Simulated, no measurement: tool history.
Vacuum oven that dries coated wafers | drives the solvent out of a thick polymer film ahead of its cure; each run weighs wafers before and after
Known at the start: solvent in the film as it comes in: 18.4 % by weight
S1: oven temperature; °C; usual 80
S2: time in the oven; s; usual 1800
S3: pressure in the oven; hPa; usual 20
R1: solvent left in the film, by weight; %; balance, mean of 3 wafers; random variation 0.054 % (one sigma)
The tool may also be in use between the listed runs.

{"run": 1, "hour": 0.0, "S1": 80, "S2": 1800, "S3": 20, "R1": 2.14}
{"run": 2, "hour": 9.7, "S1": 80, "S2": 1800, "S3": 20, "R1": 2.12}
{"run": 3, "hour": 24.0, "S1": 80, "S2": 1800, "S3": 20, "R1": 2.16}
{"run": 4, "hour": 36.5, "S1": 80, "S2": 1800, "S3": 16.1, "R1": 1.87}
{"run": 5, "hour": 57.4, "S1": 80, "S2": 1800, "S3": 16.1, "R1": 1.91}
{"run": 6, "hour": 75.4, "S1": 80, "S2": 1800, "S3": 16.1, "R1": 1.86}
{"run": 7, "hour": 84.9, "S1": 80, "S2": 1800, "S3": 16.1, "R1": 1.89}
{"run": 8, "hour": 95.7, "S1": 80, "S2": 1260, "S3": 20, "R1": 3.26}
{"run": 9, "hour": 107.2, "S1": 80, "S2": 1260, "S3": 61.1, "R1": 5.57}
{"run": 10, "hour": 121.3, "S1": 80, "S2": 1260, "S3": 61.1, "R1": 5.69}
{"run": 11, "hour": 138.7, "S1": 80, "S2": 1260, "S3": 61.1, "R1": 5.49}
{"run": 12, "hour": 161.4, "S1": 80, "S2": 1260, "S3": 61.1, "R1": 5.51}
{"run": 13, "hour": 174.5, "S1": 80, "S2": 1260, "S3": 20.1, "R1": 3.32}
{"run": 14, "hour": 185.8, "S1": 80, "S2": 1260, "S3": 20.1, "R1": 3.33}
{"run": 15, "hour": 201.0, "S1": 80, "S2": 1260, "S3": 20.1, "R1": 3.28}
{"run": 16, "hour": 222.9, "S1": 80, "S2": 3060, "S3": 20, "R1": 1.45}
{"run": 17, "hour": 237.1, "S1": 80, "S2": 3060, "S3": 20, "R1": 1.45}
{"run": 18, "hour": 246.9, "S1": 80, "S2": 3060, "S3": 20, "R1": 1.38}
{"run": 19, "hour": 263.3, "S1": 80, "S2": 3060, "S3": 20, "R1": 1.36}
{"run": 20, "hour": 284.1, "S1": 92, "S2": 1980, "S3": 57.6, "R1": 2.29}
{"run": 21, "hour": 298.3, "S1": 68, "S2": 2100, "S3": 13.6, "R1": 5.04}
{"run": 22, "hour": 308.3, "S1": 68, "S2": 2100, "S3": 13.6, "R1": 4.89}
{"run": 23, "hour": 325.7, "S1": 71, "S2": 1440, "S3": 20, "R1": 5.96}
{"run": 24, "hour": 337.9, "S1": 88, "S2": 2340, "S3": 16.7, "R1": 0.79}
{"run": 25, "hour": 348.4, "S1": 73, "S2": 1140, "S3": 67.9, "R1": 9.13}
{"run": 26, "hour": 360.0, "S1": 80, "S2": 3120, "S3": 20, "R1": 1.33}
{"run": 27, "hour": 374.3, "S1": 80, "S2": 3120, "S3": 20, "R1": 1.37}
{"run": 28, "hour": 393.1, "S1": 80, "S2": 3120, "S3": 20, "R1": 1.35}
{"run": 29, "hour": 403.5, "S1": 80, "S2": 3120, "S3": 20, "R1": 1.38}
{"run": 30, "hour": 420.3, "S1": 88, "S2": 900, "S3": 42.3, "R1": 3.25}
{"run": 31, "hour": 431.1, "S1": 94, "S2": 2100, "S3": 38.5, "R1": 1.44}
{"run": 32, "hour": 453.1, "S1": 66, "S2": 1080, "S3": 19, "R1": 9.41}
{"run": 33, "hour": 471.5, "S1": 66, "S2": 1080, "S3": 19, "R1": 9.42}
{"run": 34, "hour": 485.3, "S1": 66, "S2": 1080, "S3": 19, "R1": 9.23}
{"run": 35, "hour": 507.7, "S1": 66, "S2": 1080, "S3": 19, "R1": 9.16}

Not shown: 1 entry that the log had between the listed runs. Between which runs, and how does the tool's hidden state differ before and after?
Between runs 15 and 16: oven's thermocouples calibrated (hour 222.2)
  true wafer temperature over the reading, C: -0.07 -> -0.01

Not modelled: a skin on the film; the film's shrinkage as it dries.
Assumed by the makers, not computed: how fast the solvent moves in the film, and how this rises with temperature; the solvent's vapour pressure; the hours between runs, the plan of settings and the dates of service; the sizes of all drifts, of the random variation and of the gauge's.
